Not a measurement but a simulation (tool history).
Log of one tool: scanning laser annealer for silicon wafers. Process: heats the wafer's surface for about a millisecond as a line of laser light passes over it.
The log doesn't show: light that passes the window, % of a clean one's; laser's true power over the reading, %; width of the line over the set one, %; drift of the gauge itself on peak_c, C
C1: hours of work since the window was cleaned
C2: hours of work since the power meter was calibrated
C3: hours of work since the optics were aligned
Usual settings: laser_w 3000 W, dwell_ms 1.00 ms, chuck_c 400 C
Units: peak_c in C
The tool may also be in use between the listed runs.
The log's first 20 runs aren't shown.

Run 21, hour 389.6: usual settings but laser_w 3166 W; C1 309; C2 498; C3 236. Result: peak_c 1225 C.
Run 22, hour 410.9: usual settings but laser_w 3089 W, dwell_ms 0.73 ms, chuck_c 369 C; C1 320; C2 510; C3 248. Result: peak_c 1063 C.
Run 23, hour 426.1: usual settings but laser_w 2738 W, dwell_ms 1.04 ms, chuck_c 427 C; C1 328; C2 518; C3 256. Result: peak_c 1131 C.
Run 24, hour 443.3: usual settings but laser_w 2755 W, dwell_ms 0.85 ms, chuck_c 413 C; C1 337; C2 527; C3 265. Result: peak_c 1057 C.
Run 25, hour 458.3: usual settings but laser_w 2755 W, dwell_ms 0.85 ms, chuck_c 413 C; C1 345; C2 535; C3 273. Result: peak_c 1058 C.
Run 26, hour 484.7: usual settings but laser_w 2755 W, dwell_ms 0.72 ms, chuck_c 430 C; C1 360; C2 549; C3 287. Result: peak_c 1026 C.
Run 27, hour 498.5: usual settings but laser_w 3008 W, chuck_c 389 C; C1 367; C2 556; C3 294. Result: peak_c 1166 C.
Run 28, hour 519.9: usual settings but dwell_ms 0.78 ms, chuck_c 369 C; C1 378; C2 568; C3 306. Result: peak_c 1057 C.
Run 29, hour 534.4: usual settings but dwell_ms 0.78 ms, chuck_c 369 C; C1 386; C2 576; C3 314. Result: peak_c 1056 C.
Run 30, hour 555.9: usual settings but dwell_ms 0.78 ms, chuck_c 369 C; C1 398; C2 587; C3 325. Result: peak_c 1056 C.
Run 31, hour 583.4: usual settings but dwell_ms 0.78 ms, chuck_c 369 C; C1 412; C2 602; C3 340. Result: peak_c 1059 C.
Run 32, hour 605.3: usual settings but laser_w 2649 W, dwell_ms 1.19 ms, chuck_c 386 C; C1 424; C2 614; C3 352. Result: peak_c 1098 C.
Run 33, hour 629.6: usual settings but laser_w 2700 W, dwell_ms 1.04 ms, chuck_c 406 C; C1 437; C2 627; C3 365. Result: peak_c 1092 C.
Run 34, hour 648.1: usual settings but laser_w 2700 W, dwell_ms 1.04 ms, chuck_c 406 C; C1 447; C2 636; C3 375. Result: peak_c 1090 C.
At hour 653.8: window over the wafer cleaned.
Run 35, hour 669.4: usual settings but laser_w 2719 W; C1 8; C2 647; C3 385. Result: peak_c 1091 C.
Run 36, hour 692.6: usual settings but laser_w 2662 W, dwell_ms 0.86 ms; C1 21; C2 659; C3 397. Result: peak_c 1025 C.
Run 37, hour 708.7: usual settings but laser_w 2888 W, dwell_ms 0.72 ms, chuck_c 393 C; C1 29; C2 668; C3 406. Result: peak_c 1031 C.
Run 38, hour 732.3: usual settings but laser_w 2888 W, dwell_ms 0.72 ms, chuck_c 393 C; C1 42; C2 680; C3 418. Result: peak_c 1032 C.
Run 39, hour 750.7: usual settings but laser_w 2888 W, dwell_ms 0.72 ms, chuck_c 393 C; C1 52; C2 690; C3 428. Result: peak_c 1031 C.
Run 40, hour 777.5: usual settings but laser_w 2888 W, dwell_ms 0.72 ms, chuck_c 393 C; C1 66; C2 705; C3 443. Result: peak_c 1030 C.
Run 41, hour 791.9: usual settings but laser_w 2910 W; C1 74; C2 712; C3 450. Result: peak_c 1148 C.

4 ways to go on from here, each from the tool as it stands after run 41. What would each give?
Run A, hour 810.7: usual settings but laser_w 3244 W, dwell_ms 1.17 ms, chuck_c 406 C; C1 84; C2 722; C3 460. Result: peak_c ?.
Run B, hour 810.7: usual settings but laser_w 2928 W; C1 84; C2 722; C3 460. Result: peak_c ?.
Run C, hour 810.7: usual settings but dwell_ms 1.17 ms, chuck_c 430 C; C1 84; C2 722; C3 460. Result: peak_c ?.
Run D, hour 810.7: usual settings but laser_w 3083 W, dwell_ms 0.90 ms, chuck_c 415 C; C1 84; C2 722; C3 460. Result: peak_c ?.

run  peak_c
  A    1335
  B    1156
  C    1267
  D    1180
Without the tool's hidden state the same runs would have given:
run  peak_c
  A    1353
  B    1172
  C    1284
  D    1196
